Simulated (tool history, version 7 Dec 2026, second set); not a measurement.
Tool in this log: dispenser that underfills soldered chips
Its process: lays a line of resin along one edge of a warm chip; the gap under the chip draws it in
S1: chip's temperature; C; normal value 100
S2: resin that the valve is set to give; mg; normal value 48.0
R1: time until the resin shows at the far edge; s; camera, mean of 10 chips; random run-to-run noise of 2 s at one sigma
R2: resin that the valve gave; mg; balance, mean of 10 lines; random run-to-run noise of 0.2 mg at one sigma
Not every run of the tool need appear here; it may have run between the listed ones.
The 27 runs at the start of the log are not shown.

{"hour": 217.3, "done": "new syringe of resin"}
{"run": 28, "hour": 217.6, "S1": 110, "S2": 46.5, "R1": 156.6, "R2": 43.48}
{"run": 29, "hour": 226.1, "S1": 86, "S2": 48.2, "R1": 507.9, "R2": 44.93}
{"hour": 227.4, "done": "new syringe of resin"}
{"hour": 228.4, "done": "dispensing valve cleaned and set on the balance"}
{"run": 30, "hour": 234.0, "S1": 107, "S2": 55.8, "R1": 212.9, "R2": 55.77}
{"hour": 238.7, "done": "new syringe of resin"}
{"run": 31, "hour": 245.8, "S1": 89, "S2": 48.0, "R1": 414.1, "R2": 48.05}
{"hour": 249.2, "done": "new syringe of resin"}
{"run": 32, "hour": 252.7, "S1": 106, "S2": 43.0, "R1": 202.3, "R2": 42.6}
{"hour": 259.4, "done": "new syringe of resin"}
{"run": 33, "hour": 264.1, "S1": 108, "S2": 43.6, "R1": 210.0, "R2": 43.06}
{"hour": 269.7, "done": "new syringe of resin"}
{"run": 34, "hour": 271.4, "S1": 108, "S2": 43.6, "R1": 182.6, "R2": 43.29}
{"run": 35, "hour": 278.4, "S1": 90, "S2": 50.0, "R1": 436.7, "R2": 49.5}
{"hour": 279.9, "done": "new syringe of resin"}
{"run": 36, "hour": 286.7, "S1": 88, "S2": 54.1, "R1": 409.7, "R2": 53.17}

Predict each of these 3 candidate next runs independently; none follows another, all start after run 36:
{"hour": 290.1, "done": "new syringe of resin"}
{"run": "A", "hour": 297.3, "S1": 88, "S2": 50.5, "R1": "?", "R2": "?"}
{"hour": 290.1, "done": "new syringe of resin"}
{"run": "B", "hour": 297.3, "S1": 108, "S2": 57.8, "R1": "?", "R2": "?"}
{"hour": 290.1, "done": "new syringe of resin"}
{"run": "C", "hour": 297.3, "S1": 103, "S2": 52.4, "R1": "?", "R2": "?"}

run=A R1=425.5 R2=49.37
run=B R1=224.4 R2=57.00
run=C R1=265.5 R2=51.68
With no hidden state in the tool, these same runs would have given:
run=A R1=292.7 R2=50.31
run=B R1=154.2 R2=58.08
run=C R1=182.6 R2=52.66
